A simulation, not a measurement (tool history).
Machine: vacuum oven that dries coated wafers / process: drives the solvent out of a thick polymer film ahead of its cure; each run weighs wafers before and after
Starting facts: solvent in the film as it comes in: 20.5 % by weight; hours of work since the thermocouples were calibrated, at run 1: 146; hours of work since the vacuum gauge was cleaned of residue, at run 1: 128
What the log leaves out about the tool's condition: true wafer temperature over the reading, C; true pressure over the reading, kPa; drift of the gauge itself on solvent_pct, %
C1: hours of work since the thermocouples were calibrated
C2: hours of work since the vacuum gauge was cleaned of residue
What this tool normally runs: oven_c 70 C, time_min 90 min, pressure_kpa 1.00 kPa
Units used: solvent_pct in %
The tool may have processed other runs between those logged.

{"run": 1, "hour": 0.0, "oven_c": 70, "time_min": 90, "pressure_kpa": 1.0, "C1": 146, "C2": 128, "solvent_pct": 0.95}
{"run": 2, "hour": 17.2, "oven_c": 70, "time_min": 90, "pressure_kpa": 1.0, "C1": 156, "C2": 138, "solvent_pct": 1.03}
{"run": 3, "hour": 24.8, "oven_c": 70, "time_min": 90, "pressure_kpa": 1.0, "C1": 160, "C2": 143, "solvent_pct": 0.99}
{"run": 4, "hour": 34.7, "oven_c": 70, "time_min": 90, "pressure_kpa": 1.0, "C1": 166, "C2": 148, "solvent_pct": 0.99}
{"run": 5, "hour": 49.4, "oven_c": 70, "time_min": 90, "pressure_kpa": 1.0, "C1": 174, "C2": 157, "solvent_pct": 1.02}
{"run": 6, "hour": 64.5, "oven_c": 70, "time_min": 61, "pressure_kpa": 1.0, "C1": 183, "C2": 165, "solvent_pct": 2.13}
{"run": 7, "hour": 72.3, "oven_c": 70, "time_min": 61, "pressure_kpa": 1.0, "C1": 188, "C2": 170, "solvent_pct": 2.14}
{"run": 8, "hour": 80.6, "oven_c": 70, "time_min": 61, "pressure_kpa": 1.0, "C1": 192, "C2": 175, "solvent_pct": 2.07}
{"run": 9, "hour": 98.4, "oven_c": 70, "time_min": 61, "pressure_kpa": 1.0, "C1": 203, "C2": 185, "solvent_pct": 2.13}
{"run": 10, "hour": 115.1, "oven_c": 70, "time_min": 61, "pressure_kpa": 1.0, "C1": 212, "C2": 195, "solvent_pct": 2.15}
{"run": 11, "hour": 122.9, "oven_c": 70, "time_min": 90, "pressure_kpa": 1.0, "C1": 217, "C2": 199, "solvent_pct": 0.99}
{"run": 12, "hour": 131.3, "oven_c": 70, "time_min": 90, "pressure_kpa": 1.0, "C1": 222, "C2": 204, "solvent_pct": 1.02}
{"run": 13, "hour": 142.9, "oven_c": 70, "time_min": 90, "pressure_kpa": 1.0, "C1": 228, "C2": 211, "solvent_pct": 0.95}
{"run": 14, "hour": 157.3, "oven_c": 70, "time_min": 90, "pressure_kpa": 1.0, "C1": 237, "C2": 219, "solvent_pct": 0.98}
{"run": 15, "hour": 171.8, "oven_c": 70, "time_min": 90, "pressure_kpa": 1.0, "C1": 245, "C2": 227, "solvent_pct": 1.01}
{"run": 16, "hour": 180.8, "oven_c": 70, "time_min": 90, "pressure_kpa": 0.88, "C1": 250, "C2": 232, "solvent_pct": 0.95}
{"run": 17, "hour": 192.7, "oven_c": 76, "time_min": 90, "pressure_kpa": 0.88, "C1": 257, "C2": 239, "solvent_pct": 0.39}
{"run": 18, "hour": 200.5, "oven_c": 76, "time_min": 90, "pressure_kpa": 0.88, "C1": 262, "C2": 244, "solvent_pct": 0.4}
{"run": 19, "hour": 212.9, "oven_c": 76, "time_min": 90, "pressure_kpa": 0.88, "C1": 269, "C2": 251, "solvent_pct": 0.4}
{"run": 20, "hour": 220.5, "oven_c": 76, "time_min": 90, "pressure_kpa": 0.88, "C1": 273, "C2": 255, "solvent_pct": 0.4}
{"run": 21, "hour": 236.1, "oven_c": 76, "time_min": 90, "pressure_kpa": 0.88, "C1": 282, "C2": 264, "solvent_pct": 0.36}
{"run": 22, "hour": 253.8, "oven_c": 76, "time_min": 90, "pressure_kpa": 0.88, "C1": 292, "C2": 275, "solvent_pct": 0.35}
{"run": 23, "hour": 261.5, "oven_c": 76, "time_min": 90, "pressure_kpa": 0.88, "C1": 297, "C2": 279, "solvent_pct": 0.41}
{"run": 24, "hour": 273.8, "oven_c": 59, "time_min": 55, "pressure_kpa": 0.78, "C1": 304, "C2": 286, "solvent_pct": 7.32}
{"run": 25, "hour": 286.0, "oven_c": 59, "time_min": 55, "pressure_kpa": 0.78, "C1": 311, "C2": 293, "solvent_pct": 7.24}
{"run": 26, "hour": 300.3, "oven_c": 67, "time_min": 59, "pressure_kpa": 1.61, "C1": 319, "C2": 301, "solvent_pct": 3.65}
{"run": 27, "hour": 314.3, "oven_c": 82, "time_min": 59, "pressure_kpa": 1.61, "C1": 327, "C2": 309, "solvent_pct": 0.48}
{"run": 28, "hour": 329.5, "oven_c": 66, "time_min": 102, "pressure_kpa": 3.67, "C1": 336, "C2": 318, "solvent_pct": 2.72}
{"run": 29, "hour": 345.9, "oven_c": 74, "time_min": 151, "pressure_kpa": 3.67, "C1": 345, "C2": 328, "solvent_pct": 1.28}
{"run": 30, "hour": 355.2, "oven_c": 56, "time_min": 128, "pressure_kpa": 1.64, "C1": 351, "C2": 333, "solvent_pct": 4.43}
{"run": 31, "hour": 373.3, "oven_c": 57, "time_min": 137, "pressure_kpa": 3.1, "C1": 361, "C2": 343, "solvent_pct": 4.6}
{"run": 32, "hour": 385.9, "oven_c": 82, "time_min": 144, "pressure_kpa": 3.82, "C1": 368, "C2": 351, "solvent_pct": 0.95}
{"run": 33, "hour": 394.2, "oven_c": 82, "time_min": 144, "pressure_kpa": 3.82, "C1": 373, "C2": 355, "solvent_pct": 0.94}
{"run": 34, "hour": 412.3, "oven_c": 82, "time_min": 144, "pressure_kpa": 3.82, "C1": 384, "C2": 366, "solvent_pct": 0.93}
{"run": 35, "hour": 423.8, "oven_c": 67, "time_min": 47, "pressure_kpa": 1.0, "C1": 390, "C2": 372, "solvent_pct": 4.55}
{"run": 36, "hour": 441.0, "oven_c": 71, "time_min": 60, "pressure_kpa": 2.56, "C1": 400, "C2": 382, "solvent_pct": 2.52}
{"run": 37, "hour": 453.7, "oven_c": 71, "time_min": 60, "pressure_kpa": 2.56, "C1": 407, "C2": 390, "solvent_pct": 2.57}
{"run": 38, "hour": 468.5, "oven_c": 71, "time_min": 74, "pressure_kpa": 2.56, "C1": 416, "C2": 398, "solvent_pct": 1.89}
{"run": 39, "hour": 480.9, "oven_c": 81, "time_min": 82, "pressure_kpa": 0.64, "C1": 423, "C2": 405, "solvent_pct": 0.21}
{"run": 40, "hour": 493.3, "oven_c": 80, "time_min": 116, "pressure_kpa": 0.74, "C1": 430, "C2": 413, "solvent_pct": 0.21}
{"run": 41, "hour": 503.5, "oven_c": 80, "time_min": 116, "pressure_kpa": 0.74, "C1": 436, "C2": 418, "solvent_pct": 0.2}
{"run": 42, "hour": 515.3, "oven_c": 80, "time_min": 116, "pressure_kpa": 0.74, "C1": 443, "C2": 425, "solvent_pct": 0.22}
{"run": 43, "hour": 525.1, "oven_c": 70, "time_min": 48, "pressure_kpa": 0.89, "C1": 449, "C2": 431, "solvent_pct": 3.25}
{"run": 44, "hour": 536.8, "oven_c": 70, "time_min": 90, "pressure_kpa": 1.75, "C1": 455, "C2": 438, "solvent_pct": 1.35}
{"run": 45, "hour": 553.4, "oven_c": 70, "time_min": 90, "pressure_kpa": 1.75, "C1": 465, "C2": 447, "solvent_pct": 1.35}
{"run": 46, "hour": 567.5, "oven_c": 70, "time_min": 159, "pressure_kpa": 1.61, "C1": 473, "C2": 455, "solvent_pct": 0.72}

Branching from run 46: 3 alternative next runs. What would each branch give?
{"run": "A", "hour": 578.0, "oven_c": 62, "time_min": 63, "pressure_kpa": 2.46, "C1": 479, "C2": 461, "solvent_pct": "?"}
{"run": "B", "hour": 578.0, "oven_c": 61, "time_min": 66, "pressure_kpa": 3.4, "C1": 479, "C2": 461, "solvent_pct": "?"}
{"run": "C", "hour": 578.0, "oven_c": 65, "time_min": 90, "pressure_kpa": 1.93, "C1": 479, "C2": 461, "solvent_pct": "?"}

run=A solvent_pct=5.90
run=B solvent_pct=6.51
run=C solvent_pct=2.65
Without the tool's hidden state the same runs would have given:
run=A solvent_pct=5.84
run=B solvent_pct=6.45
run=C solvent_pct=2.60
